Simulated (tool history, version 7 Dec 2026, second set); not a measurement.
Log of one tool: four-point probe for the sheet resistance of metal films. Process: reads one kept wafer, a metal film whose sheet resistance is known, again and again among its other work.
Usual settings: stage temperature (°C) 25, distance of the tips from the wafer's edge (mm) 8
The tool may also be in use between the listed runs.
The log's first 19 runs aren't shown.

run	hour	stage temperature (°C)	distance of the tips from the wafer's edge (mm)	sheet resistance as the instrument gives it (ohm/square)
20	1546.2	25	8	0.241524
21	1627.3	30	8	0.240599
22	1731.4	30	8	0.240589
23	1851.1	25	9	0.241592
24	1900.2	32	7	0.240335
25	1951.7	23	5	0.242674
26	2054.5	28	33	0.240454
27	2166.9	23	6	0.242353
28	2216.7	31	7	0.240574
29	2279.4	18	7	0.243109
30	2368.1	28	15	0.240635
31	2470.3	29	17	0.240356
32	2539.1	29	17	0.240356

Run 33 comes next. What will it give?
33	2638.4	29	17	?

sheet resistance as the instrument gives it (ohm/square): 0.240321
Without the tool's hidden state the same run would have given sheet resistance as the instrument gives it (ohm/square) 0.240336.

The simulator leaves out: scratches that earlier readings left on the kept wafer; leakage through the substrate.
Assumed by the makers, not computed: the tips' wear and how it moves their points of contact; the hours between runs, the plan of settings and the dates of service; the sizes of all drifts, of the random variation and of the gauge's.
